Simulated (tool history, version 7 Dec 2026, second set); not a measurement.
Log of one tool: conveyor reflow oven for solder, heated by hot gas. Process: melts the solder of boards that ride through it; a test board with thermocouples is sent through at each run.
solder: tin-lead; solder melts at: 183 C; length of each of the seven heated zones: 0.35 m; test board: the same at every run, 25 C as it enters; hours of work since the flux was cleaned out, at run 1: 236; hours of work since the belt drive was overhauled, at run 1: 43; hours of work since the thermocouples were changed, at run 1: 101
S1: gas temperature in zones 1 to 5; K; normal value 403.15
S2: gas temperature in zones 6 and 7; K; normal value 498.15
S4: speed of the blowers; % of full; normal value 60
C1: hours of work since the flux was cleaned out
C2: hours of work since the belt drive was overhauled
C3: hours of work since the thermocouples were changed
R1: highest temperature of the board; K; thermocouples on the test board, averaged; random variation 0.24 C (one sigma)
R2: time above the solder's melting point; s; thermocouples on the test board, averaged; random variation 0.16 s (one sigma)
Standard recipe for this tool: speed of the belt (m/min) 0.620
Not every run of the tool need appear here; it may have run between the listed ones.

run 1 hour=0.0 | S1=403.15 S2=498.15 speed_of_the_belt_(m/min)=0.620 S4=60 | C1=236 C2=43 C3=101 | R1=482.55 R2=43.0
run 2 hour=17.8 | S1=403.15 S2=498.15 speed_of_the_belt_(m/min)=0.620 S4=60 | C1=243 C2=50 C3=109 | R1=482.55 R2=43.1
run 3 hour=33.9 | S1=408.15 S2=498.15 speed_of_the_belt_(m/min)=0.620 S4=60 | C1=250 C2=56 C3=115 | R1=483.25 R2=45.2
run 4 hour=44.1 | S1=403.15 S2=498.15 speed_of_the_belt_(m/min)=0.620 S4=60 | C1=254 C2=61 C3=119 | R1=482.35 R2=43.0
run 5 hour=53.1 | S1=403.15 S2=498.15 speed_of_the_belt_(m/min)=0.620 S4=60 | C1=257 C2=64 C3=123 | R1=482.75 R2=42.8
-- hour=67.7 flux residue cleaned out of gas plates and filters
run 6 hour=67.7 | S1=403.15 S2=498.15 speed_of_the_belt_(m/min)=0.620 S4=60 | C1=0 C2=68 C3=127 | R1=483.95 R2=44.3
run 7 hour=77.0 | S1=403.15 S2=498.15 speed_of_the_belt_(m/min)=0.620 S4=60 | C1=4 C2=72 C3=131 | R1=484.15 R2=44.2
run 8 hour=91.7 | S1=403.15 S2=498.15 speed_of_the_belt_(m/min)=0.620 S4=60 | C1=10 C2=78 C3=137 | R1=483.75 R2=44.2
run 9 hour=109.1 | S1=403.15 S2=498.15 speed_of_the_belt_(m/min)=0.620 S4=60 | C1=17 C2=85 C3=144 | R1=484.15 R2=44.3
run 10 hour=123.0 | S1=403.15 S2=498.15 speed_of_the_belt_(m/min)=0.620 S4=60 | C1=23 C2=91 C3=149 | R1=484.35 R2=44.6
run 11 hour=133.7 | S1=403.15 S2=498.15 speed_of_the_belt_(m/min)=0.620 S4=60 | C1=27 C2=95 C3=154 | R1=483.55 R2=44.4
run 12 hour=143.1 | S1=403.15 S2=498.15 speed_of_the_belt_(m/min)=0.620 S4=60 | C1=31 C2=99 C3=158 | R1=483.65 R2=44.2
run 13 hour=156.8 | S1=403.15 S2=498.15 speed_of_the_belt_(m/min)=0.620 S4=60 | C1=36 C2=105 C3=163 | R1=483.45 R2=44.3
run 14 hour=167.4 | S1=403.15 S2=498.15 speed_of_the_belt_(m/min)=0.620 S4=60 | C1=41 C2=109 C3=167 | R1=483.55 R2=44.4
run 15 hour=178.0 | S1=403.15 S2=498.15 speed_of_the_belt_(m/min)=0.620 S4=60 | C1=45 C2=113 C3=172 | R1=483.75 R2=44.1
-- hour=183.2 belt drive overhauled, speed set with a stopwatch
run 16 hour=193.9 | S1=403.15 S2=503.15 speed_of_the_belt_(m/min)=0.620 S4=59 | C1=50 C2=4 C3=177 | R1=488.15 R2=47.4
run 17 hour=215.9 | S1=403.15 S2=503.15 speed_of_the_belt_(m/min)=0.620 S4=59 | C1=59 C2=13 C3=186 | R1=487.45 R2=47.5
run 18 hour=228.5 | S1=403.15 S2=503.15 speed_of_the_belt_(m/min)=0.620 S4=59 | C1=64 C2=18 C3=191 | R1=488.15 R2=47.6
run 19 hour=239.7 | S1=395.15 S2=509.15 speed_of_the_belt_(m/min)=0.718 S4=60 | C1=69 C2=23 C3=195 | R1=486.85 R2=37.4
run 20 hour=252.8 | S1=395.15 S2=509.15 speed_of_the_belt_(m/min)=0.718 S4=60 | C1=74 C2=28 C3=201 | R1=486.95 R2=37.4
-- hour=266.4 belt drive overhauled, speed set with a stopwatch, once more
run 21 hour=274.5 | S1=409.15 S2=501.15 speed_of_the_belt_(m/min)=0.620 S4=60 | C1=81 C2=3 C3=208 | R1=486.85 R2=48.3
run 22 hour=287.3 | S1=409.15 S2=513.15 speed_of_the_belt_(m/min)=0.620 S4=57 | C1=86 C2=9 C3=213 | R1=496.85 R2=54.7
run 23 hour=303.1 | S1=409.15 S2=513.15 speed_of_the_belt_(m/min)=0.620 S4=57 | C1=93 C2=15 C3=220 | R1=497.05 R2=54.7

Expected results for the next run?
run 24 hour=321.7 | S1=407.15 S2=498.15 speed_of_the_belt_(m/min)=0.673 S4=67 | C1=100 C2=23 C3=227 | R1=? R2=?

R1: 482.75 K
R2: 40.4 s
The same run, on a tool lacking any hidden state, would have yielded R1 483.65 K, R2 41.3 s.

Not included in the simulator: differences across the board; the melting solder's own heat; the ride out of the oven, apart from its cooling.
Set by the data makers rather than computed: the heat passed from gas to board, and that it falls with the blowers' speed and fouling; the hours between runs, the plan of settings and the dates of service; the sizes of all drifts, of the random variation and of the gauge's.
